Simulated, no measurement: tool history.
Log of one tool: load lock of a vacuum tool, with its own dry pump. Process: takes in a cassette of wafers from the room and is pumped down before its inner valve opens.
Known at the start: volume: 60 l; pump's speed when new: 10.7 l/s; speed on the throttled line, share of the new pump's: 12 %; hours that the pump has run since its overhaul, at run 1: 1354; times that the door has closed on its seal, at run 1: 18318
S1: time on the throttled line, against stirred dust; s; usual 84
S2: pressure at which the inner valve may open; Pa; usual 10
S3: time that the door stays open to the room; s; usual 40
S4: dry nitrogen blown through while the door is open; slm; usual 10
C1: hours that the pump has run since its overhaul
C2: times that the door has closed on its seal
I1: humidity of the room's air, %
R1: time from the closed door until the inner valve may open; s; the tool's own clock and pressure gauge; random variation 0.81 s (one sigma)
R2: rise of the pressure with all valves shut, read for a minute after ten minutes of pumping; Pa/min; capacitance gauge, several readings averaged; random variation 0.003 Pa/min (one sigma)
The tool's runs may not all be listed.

{"run": 1, "hour": 0.0, "S1": 84, "S2": 10, "S3": 40, "S4": 10, "C1": 1354, "C2": 18318, "I1": 47.6, "R1": 126.2, "R2": 0.111}
{"run": 2, "hour": 98.0, "S1": 84, "S2": 10, "S3": 40, "S4": 10, "C1": 1452, "C2": 18635, "I1": 46.6, "R1": 126.7, "R2": 0.12}
{"run": 3, "hour": 222.6, "S1": 84, "S2": 10, "S3": 40, "S4": 10, "C1": 1577, "C2": 19039, "I1": 44.8, "R1": 125.8, "R2": 0.125}
{"run": 4, "hour": 331.2, "S1": 84, "S2": 10, "S3": 40, "S4": 10, "C1": 1686, "C2": 19391, "I1": 45.2, "R1": 126.4, "R2": 0.122}
{"run": 5, "hour": 394.7, "S1": 84, "S2": 10, "S3": 40, "S4": 10, "C1": 1749, "C2": 19597, "I1": 44.9, "R1": 127.3, "R2": 0.126}
{"run": 6, "hour": 499.1, "S1": 84, "S2": 10, "S3": 40, "S4": 10, "C1": 1854, "C2": 19935, "I1": 46.3, "R1": 127.0, "R2": 0.131}
{"run": 7, "hour": 627.5, "S1": 84, "S2": 10, "S3": 40, "S4": 10, "C1": 1982, "C2": 20351, "I1": 41.3, "R1": 125.0, "R2": 0.125}
{"run": 8, "hour": 707.1, "S1": 84, "S2": 10, "S3": 40, "S4": 10, "C1": 2062, "C2": 20609, "I1": 48.4, "R1": 126.1, "R2": 0.133}
{"run": 9, "hour": 796.0, "S1": 84, "S2": 10, "S3": 40, "S4": 6, "C1": 2150, "C2": 20897, "I1": 45.1, "R1": 125.9, "R2": 0.141}
{"run": 10, "hour": 860.9, "S1": 84, "S2": 10, "S3": 40, "S4": 6, "C1": 2215, "C2": 21107, "I1": 45.1, "R1": 125.1, "R2": 0.146}
{"run": 11, "hour": 977.8, "S1": 84, "S2": 10, "S3": 40, "S4": 6, "C1": 2332, "C2": 21486, "I1": 44.3, "R1": 127.6, "R2": 0.144}
{"run": 12, "hour": 1109.2, "S1": 84, "S2": 10, "S3": 40, "S4": 6, "C1": 2464, "C2": 21912, "I1": 42.2, "R1": 126.1, "R2": 0.146}
{"run": 13, "hour": 1170.4, "S1": 84, "S2": 10, "S3": 40, "S4": 6, "C1": 2525, "C2": 22110, "I1": 44.7, "R1": 127.1, "R2": 0.146}
{"run": 14, "hour": 1235.6, "S1": 84, "S2": 8, "S3": 40, "S4": 6, "C1": 2590, "C2": 22321, "I1": 43.1, "R1": 129.2, "R2": 0.149}
{"run": 15, "hour": 1371.8, "S1": 84, "S2": 15, "S3": 234, "S4": 6, "C1": 2726, "C2": 22763, "I1": 47.5, "R1": 125.0, "R2": 0.185}
{"run": 16, "hour": 1468.6, "S1": 84, "S2": 9, "S3": 89, "S4": 5, "C1": 2823, "C2": 23076, "I1": 45.8, "R1": 127.4, "R2": 0.171}
{"run": 17, "hour": 1575.3, "S1": 84, "S2": 10, "S3": 45, "S4": 19, "C1": 2930, "C2": 23422, "I1": 45.8, "R1": 125.6, "R2": 0.157}
{"run": 18, "hour": 1690.1, "S1": 84, "S2": 9, "S3": 40, "S4": 10, "C1": 3045, "C2": 23794, "I1": 43.0, "R1": 127.7, "R2": 0.159}
{"run": 19, "hour": 1751.1, "S1": 69, "S2": 10, "S3": 54, "S4": 25, "C1": 3106, "C2": 23991, "I1": 44.6, "R1": 115.6, "R2": 0.157}
{"run": 20, "hour": 1835.7, "S1": 84, "S2": 9, "S3": 57, "S4": 10, "C1": 3190, "C2": 24265, "I1": 42.2, "R1": 128.7, "R2": 0.165}
{"run": 21, "hour": 1951.5, "S1": 95, "S2": 12, "S3": 57, "S4": 10, "C1": 3306, "C2": 24641, "I1": 48.5, "R1": 135.3, "R2": 0.17}
{"run": 22, "hour": 2039.9, "S1": 148, "S2": 10, "S3": 192, "S4": 10, "C1": 3394, "C2": 24927, "I1": 43.7, "R1": 182.9, "R2": 0.192}
{"run": 23, "hour": 2103.8, "S1": 84, "S2": 12, "S3": 40, "S4": 28, "C1": 3458, "C2": 25134, "I1": 44.1, "R1": 126.8, "R2": 0.165}
{"run": 24, "hour": 2173.1, "S1": 84, "S2": 12, "S3": 40, "S4": 28, "C1": 3528, "C2": 25359, "I1": 41.4, "R1": 127.8, "R2": 0.167}
{"run": 25, "hour": 2261.9, "S1": 84, "S2": 12, "S3": 40, "S4": 28, "C1": 3616, "C2": 25647, "I1": 41.7, "R1": 126.8, "R2": 0.171}
{"run": 26, "hour": 2391.6, "S1": 84, "S2": 10, "S3": 51, "S4": 6, "C1": 3746, "C2": 26066, "I1": 44.9, "R1": 125.2, "R2": 0.188}

Some steps in R1 between neighbouring runs. How much of each would the tool show without its hidden state too (settings, what came in, random variation), and how much is left for the hidden state, with any gauge scatter that isn't in both results?
The hidden state here: pump's speed, % of a new pump's; leak at the door's seal, Pa l/s; drift of the gauge itself on ready_s, %; drift of the gauge itself on rise_pa_min, %.
Run 3 -> 4: no setting changed, nothing entered. R1 +0.6 s: hidden state +0.1, all else +0.5.
Run 7 -> 8: no setting changed, nothing entered. R1 +1.1 s: hidden state +0.1, all else +1.0.
Run 21 -> 22: S1 95 -> 148, S2 12 -> 10, S3 57 -> 192. R1 +47.6 s: hidden state +0.0, all else +47.6.
Run 22 -> 23: S1 148 -> 84, S2 10 -> 12, S3 192 -> 40, S4 10 -> 28. R1 -56.1 s: hidden state +0.0, all else -56.1.
